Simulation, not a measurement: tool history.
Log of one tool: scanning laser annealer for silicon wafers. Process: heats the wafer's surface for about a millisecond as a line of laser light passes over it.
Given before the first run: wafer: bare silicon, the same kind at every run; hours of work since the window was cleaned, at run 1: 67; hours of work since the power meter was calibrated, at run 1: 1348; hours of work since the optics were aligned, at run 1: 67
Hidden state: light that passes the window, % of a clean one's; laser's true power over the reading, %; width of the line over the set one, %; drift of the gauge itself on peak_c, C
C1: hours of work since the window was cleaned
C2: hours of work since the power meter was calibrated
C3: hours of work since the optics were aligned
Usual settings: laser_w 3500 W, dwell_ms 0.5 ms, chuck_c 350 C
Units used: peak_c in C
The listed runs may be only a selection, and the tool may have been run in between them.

Run 1, hour 0: usual settings; C1 67; C2 1348; C3 67. Result: peak_c 1177 C.
Run 2, hour 51.7: usual settings; C1 103; C2 1383; C3 103. Result: peak_c 1175 C.
Run 3, hour 112.7: usual settings; C1 144; C2 1425; C3 144. Result: peak_c 1169 C.
Run 4, hour 158.4: usual settings; C1 176; C2 1456; C3 176. Result: peak_c 1168 C.
Run 5, hour 203.8: usual settings; C1 207; C2 1487; C3 207. Result: peak_c 1162 C.
Run 6, hour 242.1: usual settings; C1 233; C2 1514; C3 233. Result: peak_c 1164 C.
Run 7, hour 312.7: usual settings but dwell_ms 0.59 ms; C1 281; C2 1562; C3 281. Result: peak_c 1234 C.
Run 8, hour 385: usual settings but dwell_ms 0.59 ms; C1 331; C2 1611; C3 331. Result: peak_c 1230 C.
Run 9, hour 429.8: usual settings but chuck_c 330 C; C1 361; C2 1642; C3 361. Result: peak_c 1130 C.
Run 10, hour 480.1: usual settings but chuck_c 330 C; C1 396; C2 1676; C3 396. Result: peak_c 1125 C.
Run 11, hour 513.3: usual settings but chuck_c 330 C; C1 418; C2 1699; C3 418. Result: peak_c 1123 C.
Run 12, hour 554.1: usual settings but chuck_c 330 C; C1 446; C2 1727; C3 446. Result: peak_c 1116 C.
Run 13, hour 635.4: usual settings; C1 502; C2 1782; C3 502. Result: peak_c 1132 C.
Run 14, hour 669.4: usual settings; C1 525; C2 1806; C3 525. Result: peak_c 1130 C.
Run 15, hour 737.3: usual settings; C1 572; C2 1852; C3 572. Result: peak_c 1128 C.
Run 16, hour 787.9: usual settings but dwell_ms 0.492 ms; C1 606; C2 1887; C3 606. Result: peak_c 1120 C.
Run 17, hour 866: usual settings but dwell_ms 0.492 ms; C1 660; C2 1940; C3 660. Result: peak_c 1115 C.
At hour 936.1: window over the wafer cleaned.
Run 18, hour 937.5: usual settings but laser_w 3141 W, dwell_ms 0.492 ms; C1 1; C2 1988; C3 707. Result: peak_c 1055 C.
At hour 959.3: optics aligned, line set to its width.
Run 19, hour 1011.1: usual settings but laser_w 3141 W, dwell_ms 0.492 ms; C1 48; C2 2035; C3 35. Result: peak_c 1074 C.
Run 20, hour 1081: usual settings but laser_w 3141 W, dwell_ms 0.492 ms, chuck_c 336 C; C1 96; C2 2082; C3 83. Result: peak_c 1053 C.
Run 21, hour 1124.4: usual settings but laser_w 3141 W, dwell_ms 0.492 ms, chuck_c 336 C; C1 125; C2 2112; C3 113. Result: peak_c 1053 C.
Run 22, hour 1168.9: usual settings but laser_w 3137 W, dwell_ms 0.414 ms, chuck_c 335 C; C1 156; C2 2143; C3 143. Result: peak_c 984 C.
Run 23, hour 1244.8: usual settings but laser_w 3137 W, dwell_ms 0.574 ms, chuck_c 359 C; C1 208; C2 2194; C3 195. Result: peak_c 1127 C.
Run 24, hour 1281.2: usual settings but laser_w 3137 W, dwell_ms 0.574 ms, chuck_c 359 C; C1 233; C2 2219; C3 220. Result: peak_c 1125 C.
At hour 1287.6: laser's power meter calibrated.
Run 25, hour 1327.7: usual settings but laser_w 3137 W, dwell_ms 0.574 ms, chuck_c 359 C; C1 262; C2 27; C3 250. Result: peak_c 1119 C.
Run 26, hour 1392.5: usual settings but laser_w 3419 W, dwell_ms 0.364 ms, chuck_c 377 C; C1 307; C2 72; C3 294. Result: peak_c 1030 C.
At hour 1432.6: laser's power meter calibrated, once more.
Run 27, hour 1453.7: usual settings but laser_w 3773 W, dwell_ms 0.522 ms, chuck_c 390 C; C1 346; C2 14; C3 334. Result: peak_c 1291 C.
Run 28, hour 1532.6: usual settings but laser_w 3773 W, dwell_ms 0.522 ms, chuck_c 390 C; C1 400; C2 68; C3 388. Result: peak_c 1287 C.
Run 29, hour 1567.1: usual settings but laser_w 3773 W, dwell_ms 0.522 ms, chuck_c 390 C; C1 424; C2 92; C3 412. Result: peak_c 1281 C.
Run 30, hour 1617.7: usual settings but laser_w 3773 W, dwell_ms 0.522 ms, chuck_c 390 C; C1 459; C2 127; C3 446. Result: peak_c 1278 C.
Run 31, hour 1685.1: usual settings but laser_w 3803 W, chuck_c 372 C; C1 505; C2 173; C3 492. Result: peak_c 1243 C.
Run 32, hour 1742.8: usual settings but laser_w 3803 W, dwell_ms 0.42 ms, chuck_c 372 C; C1 544; C2 212; C3 532. Result: peak_c 1163 C.
Run 33, hour 1817.9: usual settings but laser_w 3254 W, dwell_ms 0.491 ms, chuck_c 323 C; C1 596; C2 264; C3 583. Result: peak_c 1034 C.
Run 34, hour 1881.9: usual settings but laser_w 3393 W, dwell_ms 0.381 ms, chuck_c 323 C; C1 639; C2 307; C3 627. Result: peak_c 972 C.
Run 35, hour 1946.1: usual settings but laser_w 3393 W, dwell_ms 0.616 ms, chuck_c 319 C; C1 683; C2 351; C3 671. Result: peak_c 1153 C.
At hour 1982.3: window over the wafer cleaned.
At hour 2025.9: optics aligned, line set to its width.
Run 36, hour 2029: usual settings but laser_w 3765 W, dwell_ms 0.354 ms, chuck_c 355 C; C1 29; C2 403; C3 2. Result: peak_c 1114 C.
Run 37, hour 2099.7: usual settings but laser_w 3753 W, dwell_ms 0.354 ms, chuck_c 318 C; C1 77; C2 451; C3 50. Result: peak_c 1068 C.
Run 38, hour 2166.2: usual settings but laser_w 3587 W, dwell_ms 0.385 ms, chuck_c 326 C; C1 122; C2 497; C3 96. Result: peak_c 1066 C.
Run 39, hour 2205.5: usual settings but laser_w 3587 W, dwell_ms 0.385 ms, chuck_c 326 C; C1 149; C2 524; C3 123. Result: peak_c 1064 C.
Run 40, hour 2259.6: usual settings but laser_w 3011 W, dwell_ms 0.501 ms, chuck_c 311 C; C1 186; C2 561; C3 160. Result: peak_c 1001 C.

Difference, measured minus no-hidden-state, one row per run. Run-to-run variation is common to both terms; the gauge's own scatter need not be:
run  peak_c
  1     -15
  2     -18
  3     -23
  4     -26
  5     -29
  6     -32
  7     -40
  8     -45
  9     -45
 10     -48
 11     -50
 12     -52
 13     -58
 14     -60
 15     -65
 16     -67
 17     -71
 18     -30
 19     -14
 20     -18
 21     -21
 22     -21
 23     -30
 24     -32
 25     -39
 26     -38
 27     -42
 28     -47
 29     -50
 30     -54
 31     -58
 32     -57
 33     -56
 34     -54
 35     -76
 36      -5
 37      -9
 38     -13
 39     -17
 40     -19
